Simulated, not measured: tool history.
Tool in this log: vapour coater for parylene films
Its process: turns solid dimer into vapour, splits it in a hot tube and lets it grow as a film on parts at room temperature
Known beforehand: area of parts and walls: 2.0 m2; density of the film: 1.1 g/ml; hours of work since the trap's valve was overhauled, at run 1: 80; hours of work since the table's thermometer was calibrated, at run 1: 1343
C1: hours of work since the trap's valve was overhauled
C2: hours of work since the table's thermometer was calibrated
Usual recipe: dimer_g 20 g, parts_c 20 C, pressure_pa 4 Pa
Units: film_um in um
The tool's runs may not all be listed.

Run 1, day 0: usual settings; C1 80; C2 1343. Result: film_um 5.08 um.
Run 2, day 1.875: usual settings but pressure_pa 3.98 Pa; C1 104; C2 1368. Result: film_um 5.08 um.
Run 3, day 3.433: usual settings but pressure_pa 3.98 Pa; C1 124; C2 1388. Result: film_um 5 um.
Run 4, day 6.442: usual settings but pressure_pa 3.98 Pa; C1 163; C2 1427. Result: film_um 4.91 um.
Run 5, day 8.908: usual settings but pressure_pa 4.45 Pa; C1 195; C2 1459. Result: film_um 4.7 um.
At day 10.854: table's thermometer calibrated.
Run 6, day 11.821: usual settings but parts_c 14 C; C1 233; C2 13. Result: film_um 5.8 um.
At day 14.238: trap's valve overhauled.
Run 7, day 14.625: usual settings but dimer_g 15 g; C1 5; C2 47. Result: film_um 4.14 um.
Run 8, day 17.012: usual settings but dimer_g 15 g; C1 36; C2 78. Result: film_um 4.1 um.
Run 9, day 19.238: usual settings but dimer_g 22 g; C1 65; C2 106. Result: film_um 5.89 um.
Run 10, day 21.388: usual settings but dimer_g 22 g; C1 93; C2 134. Result: film_um 5.7 um.
Run 11, day 23.383: usual settings but dimer_g 22 g; C1 119; C2 160. Result: film_um 5.79 um.
Run 12, day 26.212: usual settings but dimer_g 22 g; C1 155; C2 197. Result: film_um 5.51 um.
Run 13, day 27.717: usual settings but dimer_g 22 g; C1 175; C2 216. Result: film_um 5.44 um.
Run 14, day 29.458: usual settings but dimer_g 25 g, parts_c 21 C, pressure_pa 2.93 Pa; C1 197; C2 239. Result: film_um 6.29 um.
Run 15, day 31.125: usual settings but dimer_g 21 g, parts_c 25 C; C1 219; C2 260. Result: film_um 4.34 um.
Run 16, day 32.742: usual settings but dimer_g 16 g, parts_c 13 C, pressure_pa 9.1 Pa; C1 240; C2 281. Result: film_um 4.01 um.
At day 34.538: trap's valve overhauled.
Run 17, day 35.304: usual settings but dimer_g 14 g, parts_c 27 C, pressure_pa 6.22 Pa; C1 10; C2 312. Result: film_um 2.72 um.
Run 18, day 38.196: usual settings but dimer_g 14 g, parts_c 13 C, pressure_pa 8.86 Pa; C1 47; C2 350. Result: film_um 4.05 um.
Run 19, day 39.846: usual settings but dimer_g 21 g, parts_c 15 C, pressure_pa 4.3 Pa; C1 69; C2 371. Result: film_um 6.45 um.
Run 20, day 42.829: usual settings but dimer_g 8 g, parts_c 14 C, pressure_pa 4.3 Pa; C1 107; C2 410. Result: film_um 2.46 um.
Run 21, day 44.438: usual settings but dimer_g 14 g; C1 128; C2 431. Result: film_um 3.52 um.
Run 22, day 46.854: usual settings but dimer_g 14 g; C1 160; C2 462. Result: film_um 3.5 um.
Run 23, day 48.183: usual settings but parts_c 28 C, pressure_pa 2.08 Pa; C1 177; C2 479. Result: film_um 4.32 um.

Branching from run 23: 4 alternative next runs. What would each branch give?
Run A, day 49.896: usual settings but parts_c 16 C, pressure_pa 2.56 Pa; C1 199; C2 502. Result: film_um ?.
Run B, day 49.896: usual settings but pressure_pa 4.7 Pa; C1 199; C2 502. Result: film_um ?.
Run C, day 49.896: usual settings but parts_c 32 C, pressure_pa 11.12 Pa; C1 199; C2 502. Result: film_um ?.
Run D, day 49.896: usual settings but parts_c 23 C, pressure_pa 2.08 Pa; C1 199; C2 502. Result: film_um ?.

run  film_um
  A     6.19
  B     4.63
  C     2.65
  D     5.03
Without the tool's unlogged condition, the same runs would have read:
run  film_um
  A     6.97
  B     5.22
  C     2.99
  D     5.66
